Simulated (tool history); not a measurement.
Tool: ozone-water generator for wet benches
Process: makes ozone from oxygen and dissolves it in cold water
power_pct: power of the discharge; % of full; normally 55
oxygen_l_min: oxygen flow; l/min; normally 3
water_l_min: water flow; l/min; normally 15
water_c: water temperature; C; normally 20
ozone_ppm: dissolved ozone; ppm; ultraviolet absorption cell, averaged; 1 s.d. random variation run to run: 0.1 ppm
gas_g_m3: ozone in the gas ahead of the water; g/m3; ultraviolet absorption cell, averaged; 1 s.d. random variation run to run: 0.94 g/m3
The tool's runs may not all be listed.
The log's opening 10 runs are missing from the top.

run    hour  power_pct  oxygen_l_min  water_l_min  water_c  hours of work since the electrodes were changed  hours of work since the contactor was cleaned  hours of work since the thermometer was calibrated  ozone_ppm  gas_g_m3
 11     539         55             3           15       20                                             2350                                           2017                                                1816       14.1     161.4
 12   588.3         55             3           15       20                                             2394                                           2061                                                1860      13.79     160.8
 13   642.6         55             3           15       20                                             2442                                           2109                                                1909      13.87     160.2
 14   671.7         55             3           15       20                                             2468                                           2135                                                1935      13.93     159.6
 15   738.5         55             3           15       20                                             2528                                           2195                                                1994      13.88     160.3
 16   766.9         55             3           15       20                                             2553                                           2220                                                2020      13.81     161.5
 17   805.9         55             3           15       26                                             2588                                           2255                                                2054      12.83     160.7
 18   844.2         55             3           15       26                                             2622                                           2289                                                2089      12.77       161
 19   903.1         40             3           10       20                                             2675                                           2342                                                2141      15.53     128.1
 20   954.9         40             3           10       20                                             2721                                           2388                                                2187      15.58     128.1
 21  1004.4         40             3           10       20                                             2765                                           2432                                                2231      15.53     126.6

The next listed run, before its measurement:
 22  1064         61          2.91           15       14                                             2818                                           2485                                                2285          ?         ?

ozone_ppm: 15.85 ppm
gas_g_m3: 173.7 g/m3
Take away the tool's hidden state, keep the run-to-run variation as it was, and the same run would have given ozone_ppm 15.86 ppm, gas_g_m3 173.8 g/m3.
